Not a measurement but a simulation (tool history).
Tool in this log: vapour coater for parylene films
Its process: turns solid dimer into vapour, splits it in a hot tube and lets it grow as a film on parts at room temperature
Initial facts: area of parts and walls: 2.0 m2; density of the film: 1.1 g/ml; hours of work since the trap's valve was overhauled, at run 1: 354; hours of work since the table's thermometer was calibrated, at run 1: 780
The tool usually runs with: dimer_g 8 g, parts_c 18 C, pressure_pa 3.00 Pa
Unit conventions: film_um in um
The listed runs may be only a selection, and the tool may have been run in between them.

| run | hour | dimer_g | parts_c | pressure_pa | hours of work since the trap's valve was overhauled | hours of work since the table's thermometer was calibrated | film_um |
|---|---|---|---|---|---|---|---|
| 1 | 0.0 | 8 | 18 | 3.00 | 354 | 780 | 2.51 |
|  | 40.4 | trap's valve overhauled |
| 2 | 43.3 | 8 | 21 | 3.00 | 2 | 803 | 2.44 |
| 3 | 76.3 | 8 | 21 | 3.00 | 21 | 822 | 2.48 |
| 4 | 101.6 | 3 | 21 | 3.00 | 35 | 836 | 0.91 |
| 5 | 127.1 | 8 | 18 | 6.18 | 50 | 851 | 2.42 |
| 6 | 145.8 | 8 | 18 | 6.18 | 60 | 862 | 2.34 |
| 7 | 176.1 | 8 | 18 | 7.10 | 78 | 879 | 2.27 |
| 8 | 209.0 | 8 | 18 | 7.10 | 97 | 898 | 2.31 |
| 9 | 235.1 | 8 | 14 | 3.00 | 112 | 913 | 3.12 |
| 10 | 262.8 | 8 | 14 | 3.00 | 127 | 929 | 3.12 |
| 11 | 291.8 | 8 | 18 | 3.25 | 144 | 945 | 2.61 |
| 12 | 313.4 | 8 | 18 | 9.81 | 156 | 958 | 2.09 |
| 13 | 351.0 | 8 | 18 | 9.81 | 178 | 979 | 2.12 |
| 14 | 390.5 | 8 | 18 | 9.81 | 201 | 1002 | 2.08 |
| 15 | 422.4 | 8 | 18 | 9.81 | 219 | 1020 | 2.04 |
| 16 | 456.8 | 8 | 18 | 3.00 | 239 | 1040 | 2.49 |
| 17 | 476.1 | 8 | 18 | 3.00 | 250 | 1051 | 2.55 |
| 18 | 516.0 | 8 | 18 | 3.00 | 273 | 1074 | 2.58 |
| 19 | 548.0 | 8 | 18 | 3.00 | 291 | 1092 | 2.48 |
| 20 | 564.9 | 8 | 18 | 4.08 | 301 | 1102 | 2.39 |
| 21 | 583.9 | 8 | 18 | 4.08 | 311 | 1113 | 2.34 |
| 22 | 624.7 | 8 | 18 | 4.08 | 335 | 1136 | 2.30 |
| 23 | 641.4 | 8 | 11 | 10.95 | 344 | 1146 | 2.55 |
| 24 | 680.7 | 11 | 18 | 3.00 | 367 | 1168 | 3.42 |
|  | 698.6 | trap's valve overhauled |
| 25 | 705.5 | 4 | 10 | 2.07 | 4 | 1180 | 1.78 |
| 26 | 722.3 | 4 | 18 | 11.10 | 14 | 1190 | 1.03 |
| 27 | 757.8 | 4 | 18 | 11.10 | 34 | 1210 | 1.05 |
| 28 | 777.3 | 4 | 18 | 11.10 | 45 | 1221 | 1.02 |
| 29 | 816.8 | 13 | 18 | 2.85 | 68 | 1244 | 4.30 |
| 30 | 850.8 | 13 | 18 | 2.85 | 87 | 1263 | 4.24 |
| 31 | 868.7 | 8 | 18 | 3.07 | 97 | 1274 | 2.67 |
| 32 | 891.3 | 6 | 11 | 9.59 | 110 | 1286 | 2.06 |
| 33 | 923.3 | 4 | 23 | 3.67 | 129 | 1305 | 1.03 |
| 34 | 946.1 | 8 | 18 | 7.71 | 142 | 1318 | 2.16 |
| 35 | 979.1 | 11 | 24 | 4.63 | 161 | 1337 | 2.58 |
| 36 | 1011.6 | 8 | 24 | 4.63 | 179 | 1355 | 1.87 |
| 37 | 1031.4 | 8 | 24 | 4.63 | 191 | 1367 | 1.87 |
| 38 | 1048.0 | 8 | 19 | 2.92 | 200 | 1376 | 2.46 |
| 39 | 1071.4 | 7 | 27 | 4.92 | 214 | 1390 | 1.44 |
| 40 | 1094.7 | 7 | 27 | 5.08 | 227 | 1403 | 1.40 |
| 41 | 1134.1 | 7 | 27 | 5.08 | 250 | 1426 | 1.37 |
| 42 | 1157.0 | 8 | 27 | 2.01 | 263 | 1439 | 1.88 |
| 43 | 1195.7 | 8 | 27 | 2.01 | 285 | 1461 | 1.86 |
| 44 | 1214.5 | 8 | 28 | 2.87 | 296 | 1472 | 1.70 |

Below, some changes in film_um between adjacent runs. For each, the amount present without the hidden state too (settings, incoming material, random variation) and the amount remaining for the hidden state with gauge scatter not shared by both compared results:
Hidden state present: vapour lost through the trap's worn valve, %; true temperature of the parts over the reading, C; drift of the gauge itself on film_um, %.
Run 1 -> 2: parts_c 18 -> 21, trap's valve overhauled. film_um -0.07 um: hidden state +0.29, all else -0.36.
Run 24 -> 25: dimer_g 11 -> 4, parts_c 18 -> 10, pressure_pa 3.00 -> 2.07, trap's valve overhauled. film_um -1.64 um: hidden state +0.47, all else -2.11.
Run 28 -> 29: dimer_g 4 -> 13, pressure_pa 11.10 -> 2.85. film_um +3.28 um: hidden state -0.21, all else +3.49.
Run 30 -> 31: dimer_g 13 -> 8, pressure_pa 2.85 -> 3.07. film_um -1.57 um: hidden state +0.11, all else -1.68.

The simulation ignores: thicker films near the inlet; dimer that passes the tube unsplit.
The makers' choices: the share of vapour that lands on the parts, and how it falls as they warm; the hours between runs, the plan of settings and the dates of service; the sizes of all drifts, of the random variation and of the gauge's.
